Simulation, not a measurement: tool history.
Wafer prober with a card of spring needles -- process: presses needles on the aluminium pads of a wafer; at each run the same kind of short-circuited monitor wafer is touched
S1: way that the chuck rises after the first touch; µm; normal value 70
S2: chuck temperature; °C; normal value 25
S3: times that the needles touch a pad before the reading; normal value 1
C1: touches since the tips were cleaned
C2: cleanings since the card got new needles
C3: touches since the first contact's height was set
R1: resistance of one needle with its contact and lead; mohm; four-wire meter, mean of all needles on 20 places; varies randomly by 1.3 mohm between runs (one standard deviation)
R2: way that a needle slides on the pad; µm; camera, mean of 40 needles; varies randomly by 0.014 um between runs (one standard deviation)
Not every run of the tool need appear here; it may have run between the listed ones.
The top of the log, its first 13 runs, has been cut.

-- day=8.833 tips cleaned on abrasive film
run 14 day=9.388 | S1=70 S2=25 S3=1 | C1=5159 C2=58 C3=71447 | R1=177 R2=17.00
-- day=9.458 tips cleaned on abrasive film
-- day=10.046 tips cleaned on abrasive film
run 15 day=10.379 | S1=70 S2=25 S3=1 | C1=3089 C2=60 C3=80610 | R1=164 R2=17.00
-- day=10.662 tips cleaned on abrasive film
run 16 day=10.879 | S1=55 S2=25 S3=1 | C1=2026 C2=61 C3=85244 | R1=181 R2=13.29
-- day=11.250 tips cleaned on abrasive film
run 17 day=11.712 | S1=51 S2=42 S3=2 | C1=4298 C2=62 C3=92942 | R1=169 R2=12.32
-- day=11.817 tips cleaned on abrasive film
-- day=12.392 tips cleaned on abrasive film
run 18 day=12.700 | S1=51 S2=42 S3=2 | C1=2898 C2=64 C3=102092 | R1=168 R2=12.28
-- day=12.962 tips cleaned on abrasive film
-- day=13.596 tips cleaned on abrasive film
run 19 day=13.617 | S1=51 S2=106 S3=2 | C1=176 C2=66 C3=110529 | R1=131 R2=12.27
-- day=14.242 tips cleaned on abrasive film
run 20 day=14.321 | S1=87 S2=25 S3=2 | C1=762 C2=67 C3=117065 | R1=121 R2=21.05
-- day=14.842 tips cleaned on abrasive film
run 21 day=15.029 | S1=87 S2=25 S3=2 | C1=1760 C2=68 C3=123621 | R1=129 R2=21.06
-- day=15.412 tips cleaned on abrasive film
-- day=16.021 tips cleaned on abrasive film
run 22 day=16.054 | S1=87 S2=103 S3=2 | C1=280 C2=70 C3=133070 | R1=125 R2=21.07
-- day=16.446 height of the first contact set anew
-- day=16.642 tips cleaned on abrasive film
run 23 day=16.742 | S1=59 S2=103 S3=2 | C1=940 C2=71 C3=2731 | R1=142 R2=14.41
-- day=17.221 tips cleaned on abrasive film
-- day=17.804 tips cleaned on abrasive film
run 24 day=17.804 | S1=72 S2=54 S3=1 | C1=0 C2=73 C3=12544 | R1=119 R2=17.59
-- day=18.412 tips cleaned on abrasive film
run 25 day=18.483 | S1=82 S2=31 S3=2 | C1=650 C2=74 C3=18831 | R1=124 R2=20.06
-- day=18.983 tips cleaned on abrasive film
run 26 day=18.983 | S1=60 S2=62 S3=2 | C1=0 C2=75 C3=23435 | R1=120 R2=14.63
-- day=19.575 tips cleaned on abrasive film
run 27 day=19.954 | S1=60 S2=62 S3=2 | C1=3559 C2=76 C3=32464 | R1=156 R2=14.61
-- day=20.138 tips cleaned on abrasive film
-- day=20.750 tips cleaned on abrasive film
run 28 day=21.000 | S1=89 S2=25 S3=1 | C1=2320 C2=78 C3=42129 | R1=150 R2=21.71
-- day=21.329 tips cleaned on abrasive film
run 29 day=21.754 | S1=78 S2=40 S3=2 | C1=3928 C2=79 C3=49090 | R1=141 R2=19.00
-- day=21.908 tips cleaned on abrasive film
run 30 day=22.296 | S1=56 S2=25 S3=1 | C1=3615 C2=80 C3=54103 | R1=195 R2=13.60
-- day=22.504 tips cleaned on abrasive film
-- day=23.138 tips cleaned on abrasive film
run 31 day=23.338 | S1=87 S2=25 S3=2 | C1=1877 C2=82 C3=63737 | R1=131 R2=21.18

Alternative continuations, all from the tool just after run 31; predict every row:
-- day=23.696 tips cleaned on abrasive film
run A day=24.017 | S1=89 S2=25 S3=2 | C1=2981 C2=83 C3=70029 | R1=? R2=?
-- day=23.696 tips cleaned on abrasive film
run B day=24.017 | S1=70 S2=25 S3=3 | C1=2981 C2=83 C3=70029 | R1=? R2=?
-- day=23.696 tips cleaned on abrasive film
run C day=24.017 | S1=60 S2=29 S3=2 | C1=2981 C2=83 C3=70029 | R1=? R2=?
-- day=23.696 tips cleaned on abrasive film
run D day=24.017 | S1=76 S2=125 S3=2 | C1=2981 C2=83 C3=70029 | R1=? R2=?

run=A R1=131 R2=21.65
run=B R1=131 R2=17.02
run=C R1=157 R2=14.58
run=D R1=151 R2=18.41
Take away the tool's hidden state, keep each run's random variation, and the runs would have read:
run=A R1=105 R2=21.79
run=B R1=109 R2=17.16
run=C R1=111 R2=14.72
run=D R1=124 R2=18.56
